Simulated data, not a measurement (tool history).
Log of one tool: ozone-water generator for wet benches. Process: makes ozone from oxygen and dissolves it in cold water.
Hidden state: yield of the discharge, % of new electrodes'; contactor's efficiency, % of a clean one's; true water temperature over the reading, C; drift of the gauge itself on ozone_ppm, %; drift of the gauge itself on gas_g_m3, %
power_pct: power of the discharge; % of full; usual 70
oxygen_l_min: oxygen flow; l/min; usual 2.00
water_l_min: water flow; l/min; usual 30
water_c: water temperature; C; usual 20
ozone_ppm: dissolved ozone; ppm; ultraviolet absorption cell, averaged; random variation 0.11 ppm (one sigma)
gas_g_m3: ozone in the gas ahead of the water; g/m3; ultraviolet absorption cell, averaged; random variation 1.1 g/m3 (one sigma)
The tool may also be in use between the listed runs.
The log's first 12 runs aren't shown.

run,day,power_pct,oxygen_l_min,water_l_min,water_c,hours of work since the electrodes were changed,hours of work since the contactor was cleaned,hours of work since the thermometer was calibrated,ozone_ppm,gas_g_m3
13,36.546,70,2.00,26,20,2863,1635,2784,7.0,183.0
14,38.638,70,2.00,26,20,2901,1673,2822,6.8,181.4
15,42.133,70,1.86,30,20,2965,1737,2886,5.6,187.2
16,43.862,94,2.00,30,20,2996,1768,2918,6.7,210.8
17,46.317,70,2.00,21,20,3041,1813,2963,8.6,181.7
18,49.283,70,1.98,21,20,3095,1867,3017,8.7,181.9
19,52.862,76,1.98,43,20,3161,1933,3082,4.0,188.7
20,56.662,65,1.98,43,12,3230,2002,3151,3.7,174.9
21,60.650,65,1.98,43,12,3303,2075,3224,3.6,173.8
22,64.454,42,2.00,20,16,3372,2144,3294,7.1,138.0
23,68.533,56,2.88,30,24,3447,2219,3368,5.7,140.0
24,70.283,56,2.88,30,24,3479,2251,3400,5.7,139.7
# day 72.104: contactor cleaned
25,72.196,56,2.76,30,24,3511,2,3432,5.7,141.8
26,76.154,56,3.45,46,21,3583,74,3504,3.9,130.0
27,78.150,65,1.30,30,20,3619,110,3541,4.7,198.9
28,82.133,70,2.00,21,26,3692,183,3613,8.2,176.5
29,84.808,88,2.00,19,20,3741,232,3662,10.5,196.6
30,86.862,49,3.31,19,20,3778,269,3700,9.3,123.3
31,90.746,65,2.27,30,20,3849,340,3770,5.9,161.4
32,92.912,78,1.02,43,12,3889,380,3810,2.6,234.7
33,95.183,78,1.02,24,12,3930,421,3851,5.8,235.9

Forecast each of these 4 alternatives for the next run:
A,99.254,96,2.00,30,18,4004,496,3926,?,?
B,99.254,45,1.92,24,14,4004,496,3926,?,?
C,99.254,78,2.06,24,12,4004,496,3926,?,?
D,99.254,78,1.52,25,24,4004,496,3926,?,?

run,ozone_ppm,gas_g_m3
A,6.7,202.1
B,6.1,142.8
C,8.3,180.6
D,6.3,204.5
Without the tool's hidden state the same runs would have given:
run,ozone_ppm,gas_g_m3
A,8.1,240.8
B,6.9,160.2
C,9.8,211.6
D,7.5,239.6

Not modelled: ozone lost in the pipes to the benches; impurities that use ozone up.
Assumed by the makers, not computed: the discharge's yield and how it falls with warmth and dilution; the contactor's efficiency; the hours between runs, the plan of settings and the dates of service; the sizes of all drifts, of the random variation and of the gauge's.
